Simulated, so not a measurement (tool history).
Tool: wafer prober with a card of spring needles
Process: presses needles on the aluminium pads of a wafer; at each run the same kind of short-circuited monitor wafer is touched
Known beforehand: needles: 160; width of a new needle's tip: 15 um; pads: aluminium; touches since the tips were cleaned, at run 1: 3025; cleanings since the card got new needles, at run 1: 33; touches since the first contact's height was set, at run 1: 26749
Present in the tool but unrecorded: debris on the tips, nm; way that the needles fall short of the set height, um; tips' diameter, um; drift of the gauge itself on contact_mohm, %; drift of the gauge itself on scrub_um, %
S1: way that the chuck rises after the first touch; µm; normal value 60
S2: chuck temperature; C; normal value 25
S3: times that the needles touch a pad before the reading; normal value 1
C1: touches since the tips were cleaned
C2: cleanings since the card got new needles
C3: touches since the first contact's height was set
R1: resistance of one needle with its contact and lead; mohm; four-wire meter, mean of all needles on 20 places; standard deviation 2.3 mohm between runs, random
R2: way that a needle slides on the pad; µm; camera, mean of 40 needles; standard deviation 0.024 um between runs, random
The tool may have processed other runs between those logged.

| run | hour | S1 | S2 | S3 | C1 | C2 | C3 | R1 | R2 |
|---|---|---|---|---|---|---|---|---|---|
| 1 | 0.0 | 60 | 25 | 1 | 3025 | 33 | 26749 | 255 | 12.72 |
|  | 2.3 | tips cleaned on abrasive film |
| 2 | 7.3 | 69 | 25 | 1 | 1711 | 34 | 29206 | 254 | 14.62 |
| 3 | 12.3 | 51 | 25 | 1 | 3391 | 34 | 30886 | 256 | 10.81 |
|  | 13.3 | tips cleaned on abrasive film |
| 4 | 21.5 | 60 | 25 | 1 | 2815 | 35 | 34012 | 259 | 12.73 |
|  | 24.1 | tips cleaned on abrasive film |
| 5 | 30.5 | 60 | 25 | 1 | 2165 | 36 | 37014 | 255 | 12.67 |
|  | 35.2 | tips cleaned on abrasive film |
| 6 | 40.6 | 60 | 25 | 1 | 1845 | 37 | 40426 | 256 | 12.67 |
|  | 46.6 | tips cleaned on abrasive film |
| 7 | 47.5 | 60 | 25 | 1 | 296 | 38 | 42743 | 261 | 12.70 |
|  | 57.7 | tips cleaned on abrasive film |
| 8 | 57.7 | 60 | 25 | 1 | 0 | 39 | 46181 | 257 | 12.70 |
| 9 | 62.0 | 60 | 25 | 1 | 1441 | 39 | 47622 | 259 | 12.68 |
|  | 69.1 | tips cleaned on abrasive film |
| 10 | 72.0 | 60 | 25 | 1 | 993 | 40 | 51001 | 259 | 12.70 |
|  | 80.5 | tips cleaned on abrasive film |
| 11 | 81.4 | 60 | 25 | 2 | 313 | 41 | 54171 | 257 | 12.75 |
| 12 | 86.7 | 60 | 25 | 2 | 2097 | 41 | 55955 | 254 | 12.69 |
|  | 91.9 | tips cleaned on abrasive film |
| 13 | 96.2 | 60 | 25 | 1 | 1480 | 42 | 59173 | 254 | 12.69 |
|  | 103.3 | tips cleaned on abrasive film |
| 14 | 104.9 | 60 | 25 | 1 | 534 | 43 | 62082 | 259 | 12.69 |
| 15 | 109.7 | 60 | 25 | 1 | 2163 | 43 | 63711 | 259 | 12.74 |
|  | 114.3 | tips cleaned on abrasive film |
| 16 | 115.3 | 60 | 25 | 1 | 343 | 44 | 65608 | 257 | 12.69 |
| 17 | 124.9 | 60 | 25 | 1 | 3612 | 44 | 68877 | 258 | 12.74 |
|  | 125.5 | tips cleaned on abrasive film |
| 18 | 134.2 | 60 | 90 | 2 | 2965 | 45 | 71994 | 275 | 12.73 |
|  | 136.9 | tips cleaned on abrasive film |
| 19 | 143.2 | 50 | 48 | 2 | 2160 | 46 | 75024 | 267 | 10.56 |
|  | 147.8 | tips cleaned on abrasive film |
| 20 | 149.4 | 42 | 30 | 1 | 537 | 47 | 77091 | 261 | 8.85 |
| 21 | 155.8 | 42 | 30 | 1 | 2707 | 47 | 79261 | 261 | 8.88 |
|  | 159.4 | tips cleaned on abrasive film |
| 22 | 163.4 | 68 | 56 | 1 | 1352 | 48 | 81812 | 264 | 14.37 |
| 23 | 168.2 | 52 | 113 | 2 | 3005 | 48 | 83465 | 282 | 10.98 |
|  | 170.7 | tips cleaned on abrasive film |
| 24 | 175.9 | 63 | 41 | 2 | 1756 | 49 | 86027 | 259 | 13.30 |
| 25 | 180.4 | 76 | 103 | 1 | 3288 | 49 | 87559 | 279 | 16.11 |
|  | 181.9 | tips cleaned on abrasive film |
| 26 | 188.7 | 76 | 103 | 1 | 2284 | 50 | 90351 | 277 | 16.03 |
|  | 193.5 | tips cleaned on abrasive film |
| 27 | 194.3 | 60 | 105 | 2 | 284 | 51 | 92236 | 282 | 12.72 |
| 28 | 201.1 | 50 | 41 | 2 | 2601 | 51 | 94553 | 265 | 10.57 |
|  | 204.7 | tips cleaned on abrasive film |
| 29 | 210.5 | 54 | 32 | 2 | 1980 | 52 | 97709 | 260 | 11.46 |
|  | 216.2 | tips cleaned on abrasive film |
| 30 | 220.8 | 53 | 60 | 1 | 1562 | 53 | 101180 | 271 | 11.20 |
|  | 227.1 | tips cleaned on abrasive film |
| 31 | 228.1 | 53 | 79 | 2 | 322 | 54 | 103616 | 270 | 11.20 |
| 32 | 232.3 | 53 | 41 | 2 | 1759 | 54 | 105053 | 258 | 11.20 |
|  | 237.1 | height of the first contact set anew |
|  | 238.9 | tips cleaned on abrasive film |
| 33 | 242.9 | 54 | 99 | 1 | 1371 | 55 | 1938 | 278 | 11.43 |

Predict each of these 5 candidate next runs independently; none follows another, all start after run 33:
| A | 247.6 | 54 | 31 | 1 | 2983 | 55 | 3550 | ? | ? |
| B | 247.6 | 60 | 25 | 1 | 2983 | 55 | 3550 | ? | ? |
| C | 247.6 | 40 | 33 | 2 | 2983 | 55 | 3550 | ? | ? |
| D | 247.6 | 42 | 86 | 2 | 2983 | 55 | 3550 | ? | ? |
| E | 247.6 | 60 | 73 | 1 | 2983 | 55 | 3550 | ? | ? |

| run | R1 | R2 |
|---|---|---|
| A | 260 | 11.43 |
| B | 261 | 12.68 |
| C | 265 | 8.47 |
| D | 274 | 8.85 |
| E | 272 | 12.66 |
Without the tool's hidden state the same runs would have given:
| run | R1 | R2 |
|---|---|---|
| A | 258 | 11.43 |
| B | 260 | 12.68 |
| C | 264 | 8.47 |
| D | 273 | 8.85 |
| E | 272 | 12.66 |
